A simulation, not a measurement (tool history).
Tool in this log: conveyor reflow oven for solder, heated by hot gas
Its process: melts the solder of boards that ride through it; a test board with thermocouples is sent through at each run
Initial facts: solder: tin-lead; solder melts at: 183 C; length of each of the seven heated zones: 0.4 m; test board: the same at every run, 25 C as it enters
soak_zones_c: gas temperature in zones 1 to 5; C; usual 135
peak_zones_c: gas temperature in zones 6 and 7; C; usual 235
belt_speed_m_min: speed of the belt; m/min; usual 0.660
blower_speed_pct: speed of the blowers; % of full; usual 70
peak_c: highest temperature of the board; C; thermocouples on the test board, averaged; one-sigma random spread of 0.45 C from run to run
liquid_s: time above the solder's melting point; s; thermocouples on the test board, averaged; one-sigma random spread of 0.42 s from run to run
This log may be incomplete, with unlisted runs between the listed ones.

{"run": 1, "hour": 0.0, "soak_zones_c": 135, "peak_zones_c": 235, "belt_speed_m_min": 0.66, "blower_speed_pct": 70, "peak_c": 212.0, "liquid_s": 47.9}
{"run": 2, "hour": 62.1, "soak_zones_c": 135, "peak_zones_c": 235, "belt_speed_m_min": 0.757, "blower_speed_pct": 70, "peak_c": 206.8, "liquid_s": 36.6}
{"run": 3, "hour": 139.5, "soak_zones_c": 126, "peak_zones_c": 235, "belt_speed_m_min": 0.757, "blower_speed_pct": 70, "peak_c": 203.1, "liquid_s": 30.5}
{"run": 4, "hour": 182.8, "soak_zones_c": 135, "peak_zones_c": 235, "belt_speed_m_min": 0.66, "blower_speed_pct": 70, "peak_c": 210.8, "liquid_s": 47.8}
{"run": 5, "hour": 215.6, "soak_zones_c": 135, "peak_zones_c": 235, "belt_speed_m_min": 0.66, "blower_speed_pct": 70, "peak_c": 210.9, "liquid_s": 47.1}
{"run": 6, "hour": 269.7, "soak_zones_c": 135, "peak_zones_c": 235, "belt_speed_m_min": 0.66, "blower_speed_pct": 70, "peak_c": 210.7, "liquid_s": 46.9}
{"hour": 281.3, "done": "flux residue cleaned out of gas plates and filters"}
{"run": 7, "hour": 318.7, "soak_zones_c": 130, "peak_zones_c": 235, "belt_speed_m_min": 0.66, "blower_speed_pct": 66, "peak_c": 206.5, "liquid_s": 41.0}
{"run": 8, "hour": 375.3, "soak_zones_c": 135, "peak_zones_c": 235, "belt_speed_m_min": 0.597, "blower_speed_pct": 69, "peak_c": 211.8, "liquid_s": 54.8}
{"run": 9, "hour": 422.9, "soak_zones_c": 135, "peak_zones_c": 235, "belt_speed_m_min": 0.597, "blower_speed_pct": 69, "peak_c": 211.7, "liquid_s": 54.4}
{"run": 10, "hour": 474.0, "soak_zones_c": 141, "peak_zones_c": 246, "belt_speed_m_min": 0.66, "blower_speed_pct": 90, "peak_c": 223.8, "liquid_s": 59.3}
{"hour": 492.0, "done": "flux residue cleaned out of gas plates and filters, once more"}
{"run": 11, "hour": 550.5, "soak_zones_c": 141, "peak_zones_c": 246, "belt_speed_m_min": 0.66, "blower_speed_pct": 90, "peak_c": 225.8, "liquid_s": 61.7}

For each run, the measured value with the value that run would have given without the tool's hidden condition subtracted. The run-to-run variation is shared by both, the gauge scatter possibly not:
Hidden conditions of the tool in this case: heat that the gas passes to the board, % of a clean oven's; belt's true speed, % of the reading; true gas temperature in zones 6 and 7 over the reading, C; drift of the gauge itself on peak_c, C; drift of the gauge itself on liquid_s, %.
run=1 peak_c=-2.0 liquid_s=-1.9
run=2 peak_c=-2.4 liquid_s=-2.3
run=3 peak_c=-2.8 liquid_s=-2.9
run=4 peak_c=-2.8 liquid_s=-2.5
run=5 peak_c=-2.9 liquid_s=-2.7
run=6 peak_c=-3.1 liquid_s=-2.9
run=7 peak_c=-4.5 liquid_s=-4.8
run=8 peak_c=-4.5 liquid_s=-4.3
run=9 peak_c=-4.6 liquid_s=-4.5
run=10 peak_c=-5.4 liquid_s=-3.2
run=11 peak_c=-2.2 liquid_s=-0.9
